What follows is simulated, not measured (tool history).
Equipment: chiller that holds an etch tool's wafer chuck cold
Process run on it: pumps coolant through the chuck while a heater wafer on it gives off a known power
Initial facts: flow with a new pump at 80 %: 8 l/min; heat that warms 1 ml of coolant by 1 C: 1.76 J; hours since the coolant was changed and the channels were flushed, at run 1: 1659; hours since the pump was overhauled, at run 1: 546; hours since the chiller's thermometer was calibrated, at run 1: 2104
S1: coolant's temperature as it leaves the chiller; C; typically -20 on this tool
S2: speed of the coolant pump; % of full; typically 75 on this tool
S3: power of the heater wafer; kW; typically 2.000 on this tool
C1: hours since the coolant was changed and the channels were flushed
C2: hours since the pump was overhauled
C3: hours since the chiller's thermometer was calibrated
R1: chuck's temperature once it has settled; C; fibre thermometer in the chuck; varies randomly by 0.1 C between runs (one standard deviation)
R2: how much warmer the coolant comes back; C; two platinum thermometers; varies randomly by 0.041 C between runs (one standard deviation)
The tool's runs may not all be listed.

{"run": 1, "hour": 0.0, "S1": -20, "S2": 75, "S3": 2.0, "C1": 1659, "C2": 546, "C3": 2104, "R1": 0.1, "R2": 9.22}
{"run": 2, "hour": 128.1, "S1": -20, "S2": 75, "S3": 2.0, "C1": 1787, "C2": 675, "C3": 2232, "R1": 0.7, "R2": 9.26}
{"run": 3, "hour": 235.3, "S1": -20, "S2": 75, "S3": 2.0, "C1": 1894, "C2": 782, "C3": 2339, "R1": 0.5, "R2": 9.29}
{"run": 4, "hour": 364.8, "S1": -20, "S2": 75, "S3": 2.0, "C1": 2024, "C2": 911, "C3": 2468, "R1": 0.7, "R2": 9.31}
{"run": 5, "hour": 499.4, "S1": -20, "S2": 75, "S3": 2.0, "C1": 2158, "C2": 1046, "C3": 2603, "R1": 0.9, "R2": 9.32}
{"run": 6, "hour": 609.6, "S1": -20, "S2": 75, "S3": 2.0, "C1": 2268, "C2": 1156, "C3": 2713, "R1": 1.1, "R2": 9.38}
{"run": 7, "hour": 751.1, "S1": -20, "S2": 75, "S3": 2.0, "C1": 2410, "C2": 1298, "C3": 2855, "R1": 1.1, "R2": 9.39}
{"run": 8, "hour": 912.8, "S1": -20, "S2": 75, "S3": 2.0, "C1": 2572, "C2": 1459, "C3": 3016, "R1": 1.5, "R2": 9.41}
{"run": 9, "hour": 1030.7, "S1": -20, "S2": 75, "S3": 2.0, "C1": 2689, "C2": 1577, "C3": 3134, "R1": 1.8, "R2": 9.45}
{"run": 10, "hour": 1143.0, "S1": -20, "S2": 75, "S3": 2.0, "C1": 2802, "C2": 1689, "C3": 3247, "R1": 1.8, "R2": 9.53}
{"run": 11, "hour": 1210.7, "S1": -20, "S2": 75, "S3": 2.0, "C1": 2869, "C2": 1757, "C3": 3314, "R1": 1.7, "R2": 9.5}
{"run": 12, "hour": 1344.2, "S1": -20, "S2": 75, "S3": 2.0, "C1": 3003, "C2": 1891, "C3": 3448, "R1": 2.1, "R2": 9.56}
{"run": 13, "hour": 1443.1, "S1": -20, "S2": 75, "S3": 1.892, "C1": 3102, "C2": 1990, "C3": 3547, "R1": 0.9, "R2": 9.04}
{"run": 14, "hour": 1543.9, "S1": -20, "S2": 75, "S3": 1.892, "C1": 3203, "C2": 2090, "C3": 3648, "R1": 1.1, "R2": 9.14}
{"run": 15, "hour": 1697.9, "S1": -20, "S2": 75, "S3": 1.892, "C1": 3357, "C2": 2244, "C3": 3802, "R1": 1.2, "R2": 9.1}
{"run": 16, "hour": 1827.5, "S1": -20, "S2": 75, "S3": 1.892, "C1": 3486, "C2": 2374, "C3": 3931, "R1": 1.1, "R2": 9.1}
{"run": 17, "hour": 1923.1, "S1": -15, "S2": 83, "S3": 2.0, "C1": 3582, "C2": 2470, "C3": 4027, "R1": 5.6, "R2": 8.69}
{"run": 18, "hour": 2023.1, "S1": -15, "S2": 83, "S3": 1.074, "C1": 3682, "C2": 2570, "C3": 4127, "R1": -3.4, "R2": 4.66}
{"run": 19, "hour": 2146.5, "S1": -15, "S2": 79, "S3": 1.108, "C1": 3805, "C2": 2693, "C3": 4250, "R1": -2.4, "R2": 5.08}
{"run": 20, "hour": 2300.3, "S1": -12, "S2": 85, "S3": 2.254, "C1": 3959, "C2": 2847, "C3": 4404, "R1": 11.4, "R2": 9.73}
{"run": 21, "hour": 2383.3, "S1": -15, "S2": 64, "S3": 1.901, "C1": 4042, "C2": 2930, "C3": 4487, "R1": 10.6, "R2": 10.89}
{"hour": 2462.8, "done": "chiller's thermometer calibrated"}
{"run": 22, "hour": 2474.9, "S1": -21, "S2": 91, "S3": 1.901, "C1": 4133, "C2": 3020, "C3": 12, "R1": -3.0, "R2": 7.64}
{"run": 23, "hour": 2576.5, "S1": -21, "S2": 91, "S3": 1.901, "C1": 4234, "C2": 3122, "C3": 114, "R1": -3.0, "R2": 7.7}
{"run": 24, "hour": 2720.9, "S1": -20, "S2": 73, "S3": 1.115, "C1": 4379, "C2": 3266, "C3": 258, "R1": -6.8, "R2": 5.71}
{"run": 25, "hour": 2883.6, "S1": -27, "S2": 62, "S3": 2.105, "C1": 4541, "C2": 3429, "C3": 421, "R1": 2.0, "R2": 12.74}
{"run": 26, "hour": 3038.3, "S1": -27, "S2": 62, "S3": 2.105, "C1": 4696, "C2": 3584, "C3": 575, "R1": 2.4, "R2": 12.8}
{"run": 27, "hour": 3145.5, "S1": -21, "S2": 71, "S3": 2.0, "C1": 4803, "C2": 3691, "C3": 683, "R1": 3.8, "R2": 10.58}
{"run": 28, "hour": 3235.7, "S1": -21, "S2": 71, "S3": 2.0, "C1": 4893, "C2": 3781, "C3": 773, "R1": 3.7, "R2": 10.68}
{"run": 29, "hour": 3367.2, "S1": -21, "S2": 92, "S3": 2.781, "C1": 5025, "C2": 3913, "C3": 904, "R1": 6.4, "R2": 11.25}
{"hour": 3426.5, "done": "coolant changed, channels flushed"}
{"run": 30, "hour": 3497.5, "S1": -21, "S2": 92, "S3": 2.781, "C1": 71, "C2": 4037, "C3": 1029, "R1": 3.0, "R2": 11.46}
{"run": 31, "hour": 3566.6, "S1": -20, "S2": 72, "S3": 1.512, "C1": 140, "C2": 4106, "C3": 1098, "R1": -3.4, "R2": 8.0}
{"run": 32, "hour": 3686.7, "S1": -12, "S2": 72, "S3": 1.512, "C1": 260, "C2": 4226, "C3": 1218, "R1": 4.8, "R2": 8.0}

Below are 4 alternative next runs, each starting from the tool's condition after run 32. Predict each:
{"run": "A", "hour": 3802.4, "S1": -11, "S2": 99, "S3": 2.423, "C1": 376, "C2": 4342, "C3": 1334, "R1": "?", "R2": "?"}
{"run": "B", "hour": 3802.4, "S1": -24, "S2": 86, "S3": 1.264, "C1": 376, "C2": 4342, "C3": 1334, "R1": "?", "R2": "?"}
{"run": "C", "hour": 3802.4, "S1": -28, "S2": 86, "S3": 2.0, "C1": 376, "C2": 4342, "C3": 1334, "R1": "?", "R2": "?"}
{"run": "D", "hour": 3802.4, "S1": -20, "S2": 67, "S3": 2.0, "C1": 376, "C2": 4342, "C3": 1334, "R1": "?", "R2": "?"}

run=A R1=8.9 R2=9.30
run=B R1=-12.2 R2=5.52
run=C R1=-9.1 R2=8.88
run=D R1=3.7 R2=11.33
The same runs, with their run-to-run variation unchanged, on a tool lacking any hidden condition would have given:
run=A R1=6.4 R2=8.31
run=B R1=-13.8 R2=4.92
run=C R1=-11.4 R2=7.92
run=D R1=0.9 R2=10.12

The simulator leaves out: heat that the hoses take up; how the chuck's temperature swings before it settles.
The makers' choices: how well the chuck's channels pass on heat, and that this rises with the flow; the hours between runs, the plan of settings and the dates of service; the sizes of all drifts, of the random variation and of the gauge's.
